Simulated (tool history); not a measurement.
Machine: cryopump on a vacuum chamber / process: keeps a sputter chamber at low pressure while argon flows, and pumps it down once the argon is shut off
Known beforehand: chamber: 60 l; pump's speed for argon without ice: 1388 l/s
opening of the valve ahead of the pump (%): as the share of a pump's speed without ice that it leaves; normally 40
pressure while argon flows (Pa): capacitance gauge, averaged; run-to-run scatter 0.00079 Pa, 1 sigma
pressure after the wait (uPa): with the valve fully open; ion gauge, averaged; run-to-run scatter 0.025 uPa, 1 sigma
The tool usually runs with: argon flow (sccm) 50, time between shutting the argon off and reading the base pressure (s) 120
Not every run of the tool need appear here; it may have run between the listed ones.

| run | hour | argon flow (sccm) | time between shutting the argon off and reading the base pressure (s) | opening of the valve ahead of the pump (%) | pressure while argon flows (Pa) | pressure after the wait (uPa) |
|---|---|---|---|---|---|---|
| 1 | 0.0 | 50 | 120 | 40 | 0.1556 | 3.29 |
| 2 | 13.8 | 50 | 120 | 40 | 0.1564 | 3.26 |
| 3 | 27.5 | 50 | 120 | 40 | 0.1550 | 3.28 |
| 4 | 44.7 | 20 | 120 | 40 | 0.0623 | 3.28 |
| 5 | 56.1 | 20 | 120 | 40 | 0.0628 | 3.22 |
| 6 | 64.2 | 50 | 120 | 20 | 0.3090 | 3.27 |
| 7 | 78.0 | 59 | 120 | 40 | 0.1836 | 3.45 |
|  | 96.6 | leaking fittings of the chamber tightened, without venting |
| 8 | 97.2 | 92 | 120 | 40 | 0.2887 | 1.09 |
| 9 | 112.9 | 92 | 120 | 40 | 0.2870 | 1.08 |
| 10 | 128.4 | 50 | 120 | 29 | 0.2148 | 1.05 |
| 11 | 138.1 | 50 | 120 | 29 | 0.2146 | 1.10 |
| 12 | 157.2 | 50 | 120 | 25 | 0.2486 | 1.09 |
| 13 | 169.3 | 58 | 120 | 40 | 0.1816 | 1.12 |
| 14 | 184.0 | 58 | 120 | 40 | 0.1816 | 1.09 |
| 15 | 201.0 | 39 | 85 | 18 | 0.2658 | 1.42 |
| 16 | 214.5 | 42 | 85 | 30 | 0.1746 | 1.46 |
| 17 | 230.9 | 34 | 85 | 15 | 0.2781 | 1.50 |
| 18 | 244.4 | 34 | 85 | 15 | 0.2803 | 1.47 |
| 19 | 252.8 | 31 | 120 | 40 | 0.0971 | 1.08 |
| 20 | 261.5 | 63 | 104 | 21 | 0.3716 | 1.22 |
| 21 | 279.6 | 86 | 97 | 24 | 0.4439 | 1.36 |
| 22 | 288.9 | 86 | 97 | 24 | 0.4449 | 1.29 |

3 ways to go on from here, each from the tool as it stands after run 22. What would each give?
| A | 304.8 | 50 | 120 | 54 | ? | ? |
| B | 304.8 | 86 | 97 | 57 | ? | ? |
| C | 304.8 | 63 | 120 | 40 | ? | ? |

| run | pressure while argon flows (Pa) | pressure after the wait (uPa) |
|---|---|---|
| A | 0.1184 | 1.20 |
| B | 0.1924 | 1.31 |
| C | 0.2002 | 1.14 |
Take away the tool's hidden state, keep each run's random variation, and the runs would have read:
| run | pressure while argon flows (Pa) | pressure after the wait (uPa) |
|---|---|---|
| A | 0.1133 | 1.07 |
| B | 0.1836 | 1.19 |
| C | 0.1938 | 1.01 |

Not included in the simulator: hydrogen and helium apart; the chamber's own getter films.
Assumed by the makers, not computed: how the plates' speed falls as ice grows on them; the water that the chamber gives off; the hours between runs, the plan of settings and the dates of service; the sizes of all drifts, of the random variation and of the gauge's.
